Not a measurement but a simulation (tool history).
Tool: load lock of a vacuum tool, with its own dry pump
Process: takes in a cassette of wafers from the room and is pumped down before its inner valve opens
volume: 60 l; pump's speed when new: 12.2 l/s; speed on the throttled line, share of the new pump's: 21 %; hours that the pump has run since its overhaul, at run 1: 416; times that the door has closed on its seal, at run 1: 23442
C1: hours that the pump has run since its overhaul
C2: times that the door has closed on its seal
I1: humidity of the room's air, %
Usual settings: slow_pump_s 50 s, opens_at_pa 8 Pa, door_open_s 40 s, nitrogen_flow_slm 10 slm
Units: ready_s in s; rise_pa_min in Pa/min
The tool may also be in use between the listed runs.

Run 1, hour 0.0: usual settings; C1 416; C2 23442; I1 45.3. Result: ready_s 86.8 s, rise_pa_min 0.184 Pa/min.
Run 2, hour 64.7: usual settings; C1 480; C2 23580; I1 44.9. Result: ready_s 87.5 s, rise_pa_min 0.187 Pa/min.
Run 3, hour 147.1: usual settings but slow_pump_s 96 s; C1 563; C2 23757; I1 41.2. Result: ready_s 123.1 s, rise_pa_min 0.188 Pa/min.
Run 4, hour 238.3: usual settings but slow_pump_s 96 s; C1 654; C2 23951; I1 44.6. Result: ready_s 123.3 s, rise_pa_min 0.192 Pa/min.
Run 5, hour 304.7: usual settings but slow_pump_s 96 s; C1 720; C2 24093; I1 42.9. Result: ready_s 124.5 s, rise_pa_min 0.196 Pa/min.
Run 6, hour 399.7: usual settings but slow_pump_s 62 s, opens_at_pa 16 Pa, nitrogen_flow_slm 4 slm; C1 815; C2 24296; I1 43.6. Result: ready_s 93.2 s, rise_pa_min 0.206 Pa/min.
Run 7, hour 489.1: usual settings but slow_pump_s 62 s, opens_at_pa 16 Pa, nitrogen_flow_slm 4 slm; C1 905; C2 24487; I1 45.2. Result: ready_s 92.7 s, rise_pa_min 0.207 Pa/min.
Run 8, hour 583.9: usual settings but slow_pump_s 83 s, nitrogen_flow_slm 31 slm; C1 1000; C2 24689; I1 45.3. Result: ready_s 112.4 s, rise_pa_min 0.191 Pa/min.
Run 9, hour 668.0: usual settings but slow_pump_s 83 s, opens_at_pa 7 Pa, nitrogen_flow_slm 31 slm; C1 1084; C2 24869; I1 41.6. Result: ready_s 113.0 s, rise_pa_min 0.186 Pa/min.
Run 10, hour 742.8: usual settings but slow_pump_s 83 s, opens_at_pa 7 Pa, nitrogen_flow_slm 31 slm; C1 1159; C2 25029; I1 41.4. Result: ready_s 114.3 s, rise_pa_min 0.191 Pa/min.

5 ways to go on from here, each from the tool as it stands after run 10. What would each give?
Run A, hour 831.5: usual settings but slow_pump_s 83 s, opens_at_pa 10 Pa, nitrogen_flow_slm 31 slm; C1 1247; C2 25218; I1 45.5. Result: ready_s ?, rise_pa_min ?.
Run B, hour 831.5: usual settings but slow_pump_s 81 s, opens_at_pa 7 Pa, door_open_s 29 s, nitrogen_flow_slm 31 slm; C1 1247; C2 25218; I1 43.8. Result: ready_s ?, rise_pa_min ?.
Run C, hour 831.5: usual settings but slow_pump_s 83 s, opens_at_pa 9 Pa, nitrogen_flow_slm 15 slm; C1 1247; C2 25218; I1 45.9. Result: ready_s ?, rise_pa_min ?.
Run D, hour 831.5: usual settings but slow_pump_s 70 s, opens_at_pa 12 Pa, door_open_s 79 s; C1 1247; C2 25218; I1 43.3. Result: ready_s ?, rise_pa_min ?.
Run E, hour 831.5: usual settings but slow_pump_s 83 s, opens_at_pa 7 Pa, door_open_s 60 s, nitrogen_flow_slm 4 slm; C1 1247; C2 25218; I1 47.4. Result: ready_s ?, rise_pa_min ?.

run  ready_s  rise_pa_min
  A    110.6        0.194
  B    112.9        0.192
  C    112.7        0.203
  D    101.0        0.210
  E    114.2        0.227
Without the tool's hidden state the same runs would have given:
run  ready_s  rise_pa_min
  A    110.1        0.006
  B    112.4        0.008
  C    112.2        0.019
  D    100.4        0.025
  E    113.7        0.042

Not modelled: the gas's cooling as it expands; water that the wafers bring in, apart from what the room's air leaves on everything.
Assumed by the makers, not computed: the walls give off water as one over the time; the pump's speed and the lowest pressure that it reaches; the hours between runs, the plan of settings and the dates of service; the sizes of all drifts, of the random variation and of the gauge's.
